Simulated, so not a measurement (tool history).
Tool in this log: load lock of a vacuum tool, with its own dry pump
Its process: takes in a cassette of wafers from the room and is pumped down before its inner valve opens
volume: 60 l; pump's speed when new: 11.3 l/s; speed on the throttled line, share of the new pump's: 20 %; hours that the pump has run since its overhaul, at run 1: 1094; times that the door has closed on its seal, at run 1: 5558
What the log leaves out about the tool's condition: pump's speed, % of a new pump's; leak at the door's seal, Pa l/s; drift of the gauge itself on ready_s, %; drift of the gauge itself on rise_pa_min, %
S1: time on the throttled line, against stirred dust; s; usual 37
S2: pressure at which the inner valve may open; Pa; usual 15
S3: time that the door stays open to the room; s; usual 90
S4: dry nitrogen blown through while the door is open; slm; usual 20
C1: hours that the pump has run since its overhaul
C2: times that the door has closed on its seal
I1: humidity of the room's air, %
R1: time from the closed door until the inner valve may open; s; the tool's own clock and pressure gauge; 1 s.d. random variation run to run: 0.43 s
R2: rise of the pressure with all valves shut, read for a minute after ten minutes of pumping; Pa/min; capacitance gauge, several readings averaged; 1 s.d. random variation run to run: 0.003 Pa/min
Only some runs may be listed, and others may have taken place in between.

Run 1, hour 0: usual settings; C1 1094; C2 5558; I1 42.2. Result: R1 76.7 s, R2 0.047 Pa/min.
Run 2, hour 138.3: usual settings; C1 1233; C2 6137; I1 43.5. Result: R1 77.9 s, R2 0.057 Pa/min.
Run 3, hour 210.8: usual settings but S1 20 s; C1 1305; C2 6440; I1 43.1. Result: R1 63.8 s, R2 0.048 Pa/min.
Run 4, hour 270.9: usual settings but S1 20 s; C1 1365; C2 6692; I1 48.7. Result: R1 63.7 s, R2 0.052 Pa/min.
Run 5, hour 408.8: usual settings but S1 20 s, S3 32 s; C1 1503; C2 7268; I1 47.2. Result: R1 63.9 s, R2 0.042 Pa/min.
Run 6, hour 494: usual settings but S1 20 s, S3 32 s; C1 1588; C2 7625; I1 43.2. Result: R1 63 s, R2 0.04 Pa/min.
Run 7, hour 568: usual settings but S3 60 s; C1 1662; C2 7935; I1 42.5. Result: R1 76.3 s, R2 0.047 Pa/min.
Run 8, hour 641.4: usual settings but S2 11 Pa; C1 1736; C2 8242; I1 44.4. Result: R1 78.9 s, R2 0.051 Pa/min.
Run 9, hour 768.6: usual settings but S1 35 s, S2 21 Pa; C1 1863; C2 8774; I1 45.9. Result: R1 73.3 s, R2 0.055 Pa/min.
Run 10, hour 852.1: usual settings but S2 11 Pa, S3 63 s, S4 12 slm; C1 1946; C2 9124; I1 44.4. Result: R1 78.4 s, R2 0.058 Pa/min.
Run 11, hour 984.7: usual settings but S2 11 Pa, S3 63 s, S4 12 slm; C1 2079; C2 9679; I1 45.1. Result: R1 78.2 s, R2 0.06 Pa/min.

Expected results for the next run?
Run 12, hour 1105.2: usual settings but S2 14 Pa, S3 223 s, S4 5 slm; C1 2199; C2 10183; I1 43.7. Result: R1 ?, R2 ?.

R1: 77.7 s
R2: 0.106 Pa/min
With the hidden condition absent and the run-to-run variation left alone, this run would have shown R1 77 s, R2 0.077 Pa/min.

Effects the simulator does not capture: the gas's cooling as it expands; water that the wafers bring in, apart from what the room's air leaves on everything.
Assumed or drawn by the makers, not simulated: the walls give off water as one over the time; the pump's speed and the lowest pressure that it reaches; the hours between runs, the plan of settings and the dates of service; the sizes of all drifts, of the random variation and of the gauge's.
